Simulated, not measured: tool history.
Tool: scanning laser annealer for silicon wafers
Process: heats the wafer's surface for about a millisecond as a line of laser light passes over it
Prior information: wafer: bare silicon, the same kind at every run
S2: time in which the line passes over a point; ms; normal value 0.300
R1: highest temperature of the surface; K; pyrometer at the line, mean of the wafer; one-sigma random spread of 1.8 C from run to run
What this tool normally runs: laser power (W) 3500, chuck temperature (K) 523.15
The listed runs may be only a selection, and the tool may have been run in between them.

Run 1, hour 0.0: usual settings. Result: R1 1209.15 K.
Run 2, hour 62.7: usual settings but laser power (W) 3342. Result: R1 1174.15 K.
Run 3, hour 104.9: usual settings but laser power (W) 3342. Result: R1 1174.15 K.
Run 4, hour 169.4: usual settings but laser power (W) 3342. Result: R1 1171.15 K.
Run 5, hour 266.0: usual settings but laser power (W) 3342, chuck temperature (K) 542.15. Result: R1 1190.15 K.
Run 6, hour 323.2: usual settings but laser power (W) 3342, chuck temperature (K) 542.15. Result: R1 1186.15 K.
Run 7, hour 415.3: usual settings. Result: R1 1197.15 K.
Run 8, hour 514.2: usual settings. Result: R1 1218.15 K.
Run 9, hour 605.8: usual settings. Result: R1 1219.15 K.
Run 10, hour 663.5: usual settings but chuck temperature (K) 484.15. Result: R1 1178.15 K.
Run 11, hour 734.4: usual settings. Result: R1 1211.15 K.
Run 12, hour 821.4: usual settings. Result: R1 1209.15 K.
Run 13, hour 914.6: usual settings but chuck temperature (K) 502.15. Result: R1 1185.15 K.
Run 14, hour 999.1: usual settings but laser power (W) 3398. Result: R1 1188.15 K.
Run 15, hour 1074.4: usual settings but laser power (W) 3398. Result: R1 1186.15 K.
Run 16, hour 1134.5: usual settings. Result: R1 1197.15 K.
Run 17, hour 1201.5: usual settings but chuck temperature (K) 490.15. Result: R1 1178.15 K.
Run 18, hour 1243.9: usual settings but chuck temperature (K) 490.15. Result: R1 1175.15 K.
Run 19, hour 1311.7: usual settings but chuck temperature (K) 490.15. Result: R1 1177.15 K.
Run 20, hour 1393.0: usual settings but chuck temperature (K) 549.15. Result: R1 1233.15 K.
Run 21, hour 1453.3: usual settings but laser power (W) 3458, S2 0.338 ms, chuck temperature (K) 524.15. Result: R1 1241.15 K.
Run 22, hour 1532.9: usual settings but chuck temperature (K) 483.15. Result: R1 1159.15 K.
Run 23, hour 1583.5: usual settings but laser power (W) 3136, S2 0.237 ms. Result: R1 1074.15 K.
Run 24, hour 1629.8: usual settings but laser power (W) 3136, S2 0.237 ms. Result: R1 1073.15 K.
Run 25, hour 1686.9: usual settings but laser power (W) 3721, S2 0.314 ms, chuck temperature (K) 557.15. Result: R1 1288.15 K.
Run 26, hour 1769.0: usual settings but laser power (W) 3721, S2 0.314 ms, chuck temperature (K) 557.15. Result: R1 1288.15 K.
Run 27, hour 1822.2: usual settings but laser power (W) 3444, S2 0.282 ms. Result: R1 1166.15 K.
Run 28, hour 1894.3: usual settings but S2 0.270 ms. Result: R1 1187.15 K.
Run 29, hour 1974.8: usual settings but laser power (W) 3300, S2 0.251 ms, chuck temperature (K) 545.15. Result: R1 1151.15 K.
Run 30, hour 2068.9: usual settings but laser power (W) 3300, S2 0.251 ms, chuck temperature (K) 545.15. Result: R1 1150.15 K.
Run 31, hour 2167.4: usual settings but laser power (W) 3098, S2 0.228 ms, chuck temperature (K) 526.15. Result: R1 1071.15 K.
Run 32, hour 2225.5: usual settings but laser power (W) 3502, S2 0.210 ms, chuck temperature (K) 526.15. Result: R1 1111.15 K.
Run 33, hour 2279.4: usual settings but laser power (W) 3093, S2 0.231 ms, chuck temperature (K) 521.15. Result: R1 1064.15 K.
Run 34, hour 2328.9: usual settings but laser power (W) 3478, S2 0.327 ms, chuck temperature (K) 486.15. Result: R1 1191.15 K.
Run 35, hour 2409.8: usual settings but S2 0.320 ms. Result: R1 1224.15 K.
Run 36, hour 2478.2: usual settings but S2 0.320 ms. Result: R1 1226.15 K.
Run 37, hour 2545.1: usual settings but laser power (W) 3247. Result: R1 1157.15 K.
Run 38, hour 2619.8: usual settings but laser power (W) 3573, S2 0.214 ms, chuck temperature (K) 494.15. Result: R1 1087.15 K.
Run 39, hour 2691.2: usual settings but laser power (W) 3573, S2 0.214 ms, chuck temperature (K) 494.15. Result: R1 1084.15 K.

Not shown: 4 entries that the log had between the listed runs. Between which runs, and how does the tool's hidden state differ before and after?
In the gap between runs 7 and 8: window over the wafer cleaned (hour 484.8)
  light that passes the window, % of a clean one's: 96.02 -> 99.79; laser's true power over the reading, %: -0.58 -> -0.62; width of the line over the set one, %: 2.82 -> 2.99
  measured result minus the result with no hidden state, R1: -40.00 -> -16.00 K
In the gap between runs 11 and 12: optics aligned, line set to its width (hour 788.6)
  light that passes the window, % of a clean one's: 99.15 -> 98.92; laser's true power over the reading, %: -0.71 -> -0.74; width of the line over the set one, %: 3.38 -> 4.53
  measured result minus the result with no hidden state, R1: -22.00 -> -27.00 K
In the gap between runs 16 and 17: optics aligned, line set to its width, once more (hour 1175.5)
  light that passes the window, % of a clean one's: 98 -> 97.82; laser's true power over the reading, %: -0.87 -> -0.89; width of the line over the set one, %: 5.09 -> 0.6
  measured result minus the result with no hidden state, R1: -36.00 -> -23.00 K
In the gap between runs 27 and 28: window over the wafer cleaned (hour 1841.1)
  light that passes the window, % of a clean one's: 96.04 -> 99.82; laser's true power over the reading, %: -1.15 -> -1.18; width of the line over the set one, %: 1.72 -> 1.84
  measured result minus the result with no hidden state, R1: -38.00 -> -15.00 K
